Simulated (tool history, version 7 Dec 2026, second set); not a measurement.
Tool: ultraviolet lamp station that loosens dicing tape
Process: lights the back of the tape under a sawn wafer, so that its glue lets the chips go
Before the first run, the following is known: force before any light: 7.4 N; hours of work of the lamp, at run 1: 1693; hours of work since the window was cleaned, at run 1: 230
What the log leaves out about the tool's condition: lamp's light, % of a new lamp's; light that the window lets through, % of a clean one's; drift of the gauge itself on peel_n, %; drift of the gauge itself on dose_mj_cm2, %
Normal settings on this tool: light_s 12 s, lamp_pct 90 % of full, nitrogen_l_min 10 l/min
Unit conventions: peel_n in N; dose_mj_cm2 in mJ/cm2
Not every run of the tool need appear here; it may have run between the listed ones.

| run | hour | light_s | lamp_pct | nitrogen_l_min | hours of work of the lamp | hours of work since the window was cleaned | peel_n | dose_mj_cm2 |
|---|---|---|---|---|---|---|---|---|
| 1 | 0.0 | 12 | 90 | 10 | 1693 | 230 | 1.224 | 442 |
| 2 | 53.0 | 12 | 90 | 10 | 1721 | 258 | 1.308 | 426 |
| 3 | 101.1 | 12 | 90 | 10 | 1747 | 284 | 1.316 | 425 |
| 4 | 144.1 | 12 | 90 | 10 | 1770 | 307 | 1.342 | 422 |
|  | 148.5 | lamp changed |
| 5 | 185.9 | 12 | 90 | 10 | 20 | 328 | 0.753 | 595 |
| 6 | 248.3 | 12 | 90 | 10 | 53 | 362 | 0.760 | 582 |
| 7 | 329.0 | 12 | 96 | 10 | 96 | 405 | 0.685 | 614 |
| 8 | 399.3 | 12 | 90 | 10 | 134 | 442 | 0.812 | 556 |
| 9 | 433.5 | 14 | 90 | 10 | 152 | 461 | 0.612 | 659 |
| 10 | 496.9 | 12 | 86 | 10 | 186 | 494 | 0.893 | 525 |
|  | 526.8 | window cleaned of glue's vapour |
| 11 | 563.2 | 12 | 86 | 5 | 221 | 19 | 1.440 | 501 |
| 12 | 633.1 | 12 | 86 | 5 | 258 | 57 | 1.478 | 486 |
| 13 | 694.4 | 12 | 90 | 10 | 291 | 89 | 0.968 | 508 |
| 14 | 766.7 | 12 | 62 | 10 | 330 | 128 | 1.795 | 346 |
|  | 794.6 | window cleaned of glue's vapour, once more |
| 15 | 836.8 | 12 | 62 | 10 | 367 | 23 | 1.360 | 409 |
| 16 | 901.9 | 7 | 62 | 10 | 402 | 57 | 2.690 | 236 |
| 17 | 957.5 | 7 | 62 | 10 | 431 | 87 | 2.779 | 231 |
| 18 | 1030.2 | 7 | 62 | 10 | 470 | 126 | 2.890 | 233 |
| 19 | 1089.4 | 12 | 85 | 17 | 502 | 157 | 0.704 | 531 |
| 20 | 1123.3 | 12 | 62 | 17 | 520 | 175 | 1.242 | 383 |
| 21 | 1203.1 | 7 | 62 | 6 | 562 | 218 | 3.452 | 220 |
| 22 | 1254.4 | 16 | 98 | 10 | 590 | 245 | 0.390 | 801 |
| 23 | 1317.8 | 13 | 90 | 10 | 624 | 279 | 0.756 | 590 |
| 24 | 1356.7 | 17 | 80 | 5 | 644 | 300 | 0.857 | 671 |
| 25 | 1414.8 | 16 | 66 | 5 | 676 | 331 | 1.419 | 517 |
| 26 | 1487.0 | 10 | 91 | 3 | 714 | 370 | 2.212 | 436 |
| 27 | 1565.3 | 10 | 91 | 3 | 756 | 411 | 2.139 | 423 |
| 28 | 1616.9 | 20 | 60 | 17 | 783 | 439 | 0.632 | 559 |

Results for each run, recomputed without the tool's hidden state and with each run's random variation untouched:
| run | peel_n | dose_mj_cm2 |
|---|---|---|
| 1 | 0.578 | 659 |
| 2 | 0.612 | 644 |
| 3 | 0.610 | 651 |
| 4 | 0.605 | 652 |
| 5 | 0.617 | 658 |
| 6 | 0.605 | 652 |
| 7 | 0.527 | 701 |
| 8 | 0.610 | 643 |
| 9 | 0.453 | 768 |
| 10 | 0.648 | 621 |
| 11 | 1.006 | 622 |
| 12 | 1.005 | 613 |
| 13 | 0.602 | 649 |
| 14 | 1.212 | 450 |
| 15 | 1.182 | 446 |
| 16 | 2.430 | 261 |
| 17 | 2.482 | 259 |
| 18 | 2.545 | 264 |
| 19 | 0.531 | 611 |
| 20 | 0.961 | 444 |
| 21 | 3.002 | 260 |
| 22 | 0.281 | 955 |
| 23 | 0.515 | 714 |
| 24 | 0.579 | 820 |
| 25 | 0.992 | 639 |
| 26 | 1.641 | 548 |
| 27 | 1.555 | 543 |
| 28 | 0.376 | 723 |
